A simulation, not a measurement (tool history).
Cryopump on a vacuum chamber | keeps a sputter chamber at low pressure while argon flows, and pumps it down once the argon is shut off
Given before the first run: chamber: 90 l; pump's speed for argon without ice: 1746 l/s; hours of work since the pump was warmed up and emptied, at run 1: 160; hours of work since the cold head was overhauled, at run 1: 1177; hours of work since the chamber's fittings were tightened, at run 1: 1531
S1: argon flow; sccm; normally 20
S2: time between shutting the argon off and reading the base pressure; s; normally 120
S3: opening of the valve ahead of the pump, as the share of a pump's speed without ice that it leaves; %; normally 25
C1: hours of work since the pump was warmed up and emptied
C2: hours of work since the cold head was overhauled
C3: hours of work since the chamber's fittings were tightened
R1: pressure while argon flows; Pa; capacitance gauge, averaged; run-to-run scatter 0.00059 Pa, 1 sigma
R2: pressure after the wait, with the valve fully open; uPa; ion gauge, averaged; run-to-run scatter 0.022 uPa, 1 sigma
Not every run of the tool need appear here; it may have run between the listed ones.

run 1 hour=0 | S1=20 S2=120 S3=25 | C1=160 C2=1177 C3=1531 | R1=0.0785 R2=1.18
run 2 hour=28.3 | S1=20 S2=120 S3=25 | C1=183 C2=1201 C3=1554 | R1=0.0797 R2=1.2
run 3 hour=72.8 | S1=20 S2=120 S3=25 | C1=221 C2=1239 C3=1592 | R1=0.079 R2=1.19
run 4 hour=105.3 | S1=39 S2=120 S3=25 | C1=248 C2=1266 C3=1619 | R1=0.1556 R2=1.2
run 5 hour=144.1 | S1=39 S2=120 S3=25 | C1=280 C2=1298 C3=1651 | R1=0.1548 R2=1.22
run 6 hour=165.7 | S1=39 S2=120 S3=25 | C1=299 C2=1316 C3=1670 | R1=0.1556 R2=1.3
run 7 hour=186.7 | S1=9 S2=120 S3=25 | C1=316 C2=1334 C3=1687 | R1=0.036 R2=1.23
run 8 hour=215.8 | S1=9 S2=120 S3=25 | C1=341 C2=1359 C3=1712 | R1=0.0361 R2=1.26
run 9 hour=238.3 | S1=9 S2=120 S3=25 | C1=359 C2=1377 C3=1730 | R1=0.0363 R2=1.26
run 10 hour=275.9 | S1=9 S2=120 S3=25 | C1=391 C2=1409 C3=1762 | R1=0.0366 R2=1.32
run 11 hour=312.5 | S1=20 S2=120 S3=46 | C1=422 C2=1440 C3=1793 | R1=0.0455 R2=1.36
run 12 hour=338.4 | S1=20 S2=231 S3=25 | C1=443 C2=1461 C3=1814 | R1=0.0806 R2=1.19
-- hour=354.4 leaking fittings of the chamber tightened, without venting
run 13 hour=371.3 | S1=20 S2=120 S3=20 | C1=469 C2=1487 C3=14 | R1=0.1009 R2=0.6
run 14 hour=407.4 | S1=20 S2=120 S3=20 | C1=500 C2=1518 C3=44 | R1=0.101 R2=0.62
run 15 hour=448.1 | S1=20 S2=120 S3=20 | C1=534 C2=1552 C3=79 | R1=0.1007 R2=0.64
run 16 hour=475.7 | S1=19 S2=120 S3=25 | C1=557 C2=1575 C3=102 | R1=0.0775 R2=0.64
run 17 hour=515.6 | S1=19 S2=120 S3=25 | C1=590 C2=1608 C3=135 | R1=0.0779 R2=0.68

Run 18 comes next. What will it give?
run 18 hour=537.6 | S1=20 S2=120 S3=37 | C1=609 C2=1627 C3=154 | R1=? R2=?

{"run 18": {"R1": 0.0567, "R2": 0.68}}
Had the tool carried no hidden state, the very same run would have given R1 0.0516 Pa, R2 0.54 uPa.

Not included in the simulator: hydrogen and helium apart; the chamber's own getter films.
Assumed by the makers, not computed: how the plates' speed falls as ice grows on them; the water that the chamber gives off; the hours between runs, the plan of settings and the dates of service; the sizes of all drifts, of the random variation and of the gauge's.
